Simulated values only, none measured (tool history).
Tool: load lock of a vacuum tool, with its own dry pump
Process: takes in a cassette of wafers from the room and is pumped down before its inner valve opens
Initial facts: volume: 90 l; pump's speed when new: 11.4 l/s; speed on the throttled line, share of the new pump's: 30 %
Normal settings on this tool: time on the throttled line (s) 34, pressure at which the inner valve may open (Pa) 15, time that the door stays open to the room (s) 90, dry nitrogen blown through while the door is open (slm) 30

run,hour,time on the throttled line (s),pressure at which the inner valve may open (Pa),time that the door stays open to the room (s),dry nitrogen blown through while the door is open (slm),"incoming humidity of the room's air, %",time from the closed door until the inner valve may open (s),rise of the pressure with all valves shut (Pa/min)
1,0.0,34,15,90,30,41.5,97.9,0.233
2,86.2,34,15,90,30,42.5,97.4,0.236
3,220.9,34,15,90,30,45.0,98.2,0.240
4,396.7,34,15,90,30,44.1,98.2,0.253
5,490.1,34,15,90,30,44.6,99.2,0.258
6,586.2,34,15,90,30,47.5,99.7,0.260
7,685.3,34,14,90,30,43.9,98.8,0.259
8,773.3,34,15,90,30,44.2,99.0,0.273
9,892.2,34,15,90,30,46.5,99.6,0.277
10,1063.5,34,15,90,30,44.5,98.5,0.289
11,1148.5,34,15,90,30,43.6,98.6,0.289
12,1263.3,34,15,90,8,41.3,99.5,0.310
13,1374.9,34,15,90,30,42.6,99.3,0.306
14,1465.6,34,15,90,30,47.6,99.9,0.311
15,1631.6,34,15,90,5,43.5,99.5,0.333
16,1813.8,34,15,90,5,47.8,99.1,0.351
17,1965.2,34,15,90,5,45.2,99.3,0.348
18,2130.2,34,15,40,30,44.6,100.0,0.341
19,2322.3,34,13,163,16,43.0,101.1,0.379
20,2446.9,34,15,90,26,46.9,99.3,0.373
21,2613.2,34,15,33,30,45.0,99.3,0.369
22,2794.5,34,15,33,30,42.9,100.1,0.373
23,2928.1,34,15,33,30,45.6,100.6,0.387
24,3122.0,34,15,91,8,43.6,100.6,0.429
25,3209.2,34,15,102,8,43.2,101.0,0.437
26,3385.9,34,15,90,40,43.0,100.1,0.418
27,3554.8,29,15,90,30,43.8,97.5,0.437
28,3725.9,63,13,115,10,40.2,121.3,0.468
# hour 3850.8: door's seal changed, seat wiped
29,3850.8,63,13,115,30,47.6,122.0,0.026
30,4006.0,34,15,90,12,43.2,101.5,0.033
31,4097.1,49,15,45,29,47.0,111.2,0.023
32,4293.6,25,10,27,30,46.0,98.6,0.017
33,4399.6,29,15,90,38,44.6,97.5,0.028
34,4490.7,29,15,90,38,44.3,97.9,0.034
35,4684.0,34,27,26,30,44.1,97.0,0.025
36,4768.4,34,27,26,30,44.3,97.1,0.023

Consider 3 possible next runs. They are alternatives, not a sequence: every one starts from the tool as it was left by run 36. What does each give?
A,4896.2,29,15,90,30,43.7,?,?
B,4896.2,34,12,26,30,42.7,?,?
C,4896.2,35,15,113,7,42.8,?,?

run,time from the closed door until the inner valve may open (s),rise of the pressure with all valves shut (Pa/min)
A,97.8,0.039
B,104.3,0.024
C,101.9,0.061
Stripped of hidden state, with their random variation kept, the same runs would have yielded:
run,time from the closed door until the inner valve may open (s),rise of the pressure with all valves shut (Pa/min)
A,89.7,0.024
B,96.3,0.009
C,94.2,0.046
